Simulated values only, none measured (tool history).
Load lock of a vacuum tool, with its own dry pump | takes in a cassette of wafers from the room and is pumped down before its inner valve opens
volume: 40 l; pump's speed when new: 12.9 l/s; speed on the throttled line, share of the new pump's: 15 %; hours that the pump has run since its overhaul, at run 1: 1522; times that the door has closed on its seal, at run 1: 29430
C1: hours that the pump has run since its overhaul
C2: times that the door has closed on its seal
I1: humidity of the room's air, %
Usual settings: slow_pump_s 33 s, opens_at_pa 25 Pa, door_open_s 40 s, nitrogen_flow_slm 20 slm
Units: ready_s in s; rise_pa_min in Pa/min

run 1 day=0 | slow_pump_s=33 opens_at_pa=25 door_open_s=40 nitrogen_flow_slm=20 | C1=1522 C2=29430 | I1=46.5 | ready_s=54.4 rise_pa_min=0.098
run 2 day=4.367 | slow_pump_s=33 opens_at_pa=25 door_open_s=40 nitrogen_flow_slm=20 | C1=1627 C2=29880 | I1=44.3 | ready_s=55.2 rise_pa_min=0.099
run 3 day=6.983 | slow_pump_s=33 opens_at_pa=25 door_open_s=40 nitrogen_flow_slm=20 | C1=1689 C2=30150 | I1=48.3 | ready_s=55.2 rise_pa_min=0.105
run 4 day=9.208 | slow_pump_s=33 opens_at_pa=25 door_open_s=40 nitrogen_flow_slm=20 | C1=1743 C2=30379 | I1=45.5 | ready_s=54.9 rise_pa_min=0.107
run 5 day=13.204 | slow_pump_s=33 opens_at_pa=25 door_open_s=40 nitrogen_flow_slm=20 | C1=1839 C2=30791 | I1=46.8 | ready_s=55.2 rise_pa_min=0.107
run 6 day=17.067 | slow_pump_s=33 opens_at_pa=25 door_open_s=40 nitrogen_flow_slm=20 | C1=1931 C2=31189 | I1=44.2 | ready_s=55.6 rise_pa_min=0.114
run 7 day=19.917 | slow_pump_s=33 opens_at_pa=25 door_open_s=40 nitrogen_flow_slm=20 | C1=2000 C2=31483 | I1=45.1 | ready_s=54.6 rise_pa_min=0.107
run 8 day=22.912 | slow_pump_s=33 opens_at_pa=25 door_open_s=40 nitrogen_flow_slm=20 | C1=2072 C2=31792 | I1=44.9 | ready_s=55 rise_pa_min=0.106
run 9 day=25.654 | slow_pump_s=43 opens_at_pa=24 door_open_s=26 nitrogen_flow_slm=20 | C1=2138 C2=32075 | I1=47.9 | ready_s=63.6 rise_pa_min=0.11
run 10 day=29.312 | slow_pump_s=33 opens_at_pa=36 door_open_s=40 nitrogen_flow_slm=18 | C1=2225 C2=32452 | I1=48.3 | ready_s=54 rise_pa_min=0.108

The next listed run, before its measurement:
run 11 day=33.221 | slow_pump_s=33 opens_at_pa=38 door_open_s=40 nitrogen_flow_slm=18 | C1=2319 C2=32855 | I1=45.9 | ready_s=? rise_pa_min=?

Run 11 gave ready_s 53.3 s, rise_pa_min 0.111 Pa/min.
Without the tool's hidden state the same run would have given ready_s 52.2 s, rise_pa_min 0.015 Pa/min.
